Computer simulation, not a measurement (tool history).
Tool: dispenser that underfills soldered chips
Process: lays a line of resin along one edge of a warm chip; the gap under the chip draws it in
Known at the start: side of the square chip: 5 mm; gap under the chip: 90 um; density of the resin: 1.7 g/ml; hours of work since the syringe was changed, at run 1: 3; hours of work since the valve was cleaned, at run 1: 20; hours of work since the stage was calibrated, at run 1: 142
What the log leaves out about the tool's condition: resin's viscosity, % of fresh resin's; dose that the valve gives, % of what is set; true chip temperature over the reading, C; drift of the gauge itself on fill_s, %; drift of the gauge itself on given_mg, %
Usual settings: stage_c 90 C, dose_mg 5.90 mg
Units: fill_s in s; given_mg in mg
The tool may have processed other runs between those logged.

run	hour	stage_c	dose_mg	hours of work since the syringe was changed	hours of work since the valve was cleaned	hours of work since the stage was calibrated	fill_s	given_mg
1	0.0	90	5.90	3	20	142	5.96	5.812
2	3.9	90	5.90	5	22	144	6.54	5.804
# hour 7.8: new syringe of resin
3	8.7	90	5.90	1	25	147	5.47	5.803
4	14.9	90	5.90	5	30	151	6.61	5.778
# hour 19.8: new syringe of resin
5	21.7	86	5.90	1	34	156	6.51	5.768
6	28.0	90	6.15	6	38	160	6.43	5.978
# hour 31.5: new syringe of resin
7	33.7	90	6.15	2	42	164	5.67	5.993
8	39.4	96	6.59	5	46	168	5.34	6.386
# hour 43.1: new syringe of resin
# hour 45.2: dispensing valve cleaned and set on the balance
9	46.4	90	6.50	2	1	172	5.54	6.483
10	50.4	90	5.47	4	4	174	6.26	5.458
# hour 55.8: new syringe of resin
11	56.4	75	6.55	0	7	178	9.05	6.519
12	61.1	75	6.55	4	11	181	10.52	6.507
# hour 67.5: new syringe of resin
13	67.8	91	7.29	0	15	186	5.11	7.209

Below are 4 alternative next runs, each starting from the tool's condition after run 13. Predict each:
A	71.3	89	6.26	3	17	188	?	?
B	71.3	93	7.00	3	17	188	?	?
C	71.3	80	5.90	3	17	188	?	?
D	71.3	81	6.13	3	17	188	?	?

run	fill_s	given_mg
A	5.95	6.189
B	5.11	6.916
C	8.23	5.833
D	7.96	6.053
With no hidden state in the tool, these same runs would have given:
run	fill_s	given_mg
A	5.51	6.262
B	4.72	6.998
C	7.62	5.902
D	7.37	6.124
